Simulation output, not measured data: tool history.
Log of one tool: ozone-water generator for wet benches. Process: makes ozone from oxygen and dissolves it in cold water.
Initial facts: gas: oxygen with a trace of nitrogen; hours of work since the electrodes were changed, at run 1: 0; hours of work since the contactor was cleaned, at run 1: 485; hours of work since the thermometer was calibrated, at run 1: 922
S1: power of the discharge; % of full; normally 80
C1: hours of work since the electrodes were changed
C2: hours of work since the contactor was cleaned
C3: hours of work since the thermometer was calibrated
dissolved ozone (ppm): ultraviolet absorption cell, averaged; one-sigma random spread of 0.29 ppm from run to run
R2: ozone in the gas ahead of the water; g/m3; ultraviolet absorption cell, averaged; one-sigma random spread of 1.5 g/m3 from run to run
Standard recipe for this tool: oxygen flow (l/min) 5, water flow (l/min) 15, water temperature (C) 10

Run 1, hour 0: usual settings; C1 0; C2 485; C3 922. Result: dissolved ozone (ppm) 45.5, R2 292 g/m3.
Run 2, hour 197.4: usual settings; C1 143; C2 628; C3 1065. Result: dissolved ozone (ppm) 45.3, R2 290.8 g/m3.
Run 3, hour 377.5: usual settings; C1 274; C2 758; C3 1196. Result: dissolved ozone (ppm) 45.4, R2 288.3 g/m3.
Run 4, hour 517: usual settings but oxygen flow (l/min) 4; C1 375; C2 859; C3 1297. Result: dissolved ozone (ppm) 42.9, R2 319.6 g/m3.
Run 5, hour 751.9: usual settings but oxygen flow (l/min) 4; C1 545; C2 1030; C3 1467. Result: dissolved ozone (ppm) 43.1, R2 316.3 g/m3.
Run 6, hour 916.3: usual settings; C1 664; C2 1149; C3 1586. Result: dissolved ozone (ppm) 44.3, R2 286.8 g/m3.
Run 7, hour 1076.6: usual settings; C1 781; C2 1265; C3 1702. Result: dissolved ozone (ppm) 44.5, R2 285.7 g/m3.
Run 8, hour 1261.9: usual settings; C1 915; C2 1399; C3 1836. Result: dissolved ozone (ppm) 43.9, R2 282.4 g/m3.
Run 9, hour 1498.7: usual settings but S1 48 % of full; C1 1086; C2 1571; C3 2008. Result: dissolved ozone (ppm) 33.6, R2 215.5 g/m3.
Run 10, hour 1735.1: usual settings but S1 77 % of full, oxygen flow (l/min) 5.59; C1 1258; C2 1742; C3 2179. Result: dissolved ozone (ppm) 42.9, R2 261.6 g/m3.
Run 11, hour 1934.3: usual settings but S1 77 % of full, oxygen flow (l/min) 3.74; C1 1402; C2 1886; C3 2324. Result: dissolved ozone (ppm) 40.7, R2 311.1 g/m3.
Run 12, hour 2038.3: usual settings but S1 77 % of full, oxygen flow (l/min) 3.74; C1 1478; C2 1962; C3 2399. Result: dissolved ozone (ppm) 40.4, R2 309.9 g/m3.
Run 13, hour 2254: usual settings but S1 77 % of full, oxygen flow (l/min) 3.74; C1 1634; C2 2118; C3 2555. Result: dissolved ozone (ppm) 40.2, R2 307.9 g/m3.
Run 14, hour 2430.4: usual settings but oxygen flow (l/min) 5.55; C1 1762; C2 2246; C3 2683. Result: dissolved ozone (ppm) 42.5, R2 263.6 g/m3.
Run 15, hour 2625: usual settings but oxygen flow (l/min) 3.33, water flow (l/min) 11; C1 1903; C2 2387; C3 2824. Result: dissolved ozone (ppm) 50.4, R2 328.2 g/m3.
Run 16, hour 2723.5: usual settings but oxygen flow (l/min) 3.33, water flow (l/min) 11; C1 1974; C2 2458; C3 2896. Result: dissolved ozone (ppm) 49.9, R2 330.1 g/m3.
Run 17, hour 2848.7: usual settings but S1 70 % of full, oxygen flow (l/min) 4.66, water flow (l/min) 14, water temperature (C) 8; C1 2065; C2 2549; C3 2986. Result: dissolved ozone (ppm) 41.8, R2 262.3 g/m3.

Run by run, hidden condition taken away, random variation retained:
Unlogged tool condition in this case: yield of the discharge, % of new electrodes'; contactor's efficiency, % of a clean one's; true water temperature over the reading, C; drift of the gauge itself on ozone_ppm, %; drift of the gauge itself on gas_g_m3, %.
run  dissolved ozone (ppm)     R2
  1                   45.5  289.7
  2                   45.5  289.8
  3                   45.8  288.5
  4                   43.5  320.9
  5                     44  319.5
  6                   45.4  290.9
  7                   45.9  290.8
  8                   45.6  288.7
  9                   34.9    220
 10                   45.2  270.4
 11                   43.1  323.1
 12                   42.8  322.8
 13                     43  322.4
 14                   45.8  277.4
 15                   54.4    347
 16                     54    350
 17                   45.4  277.8
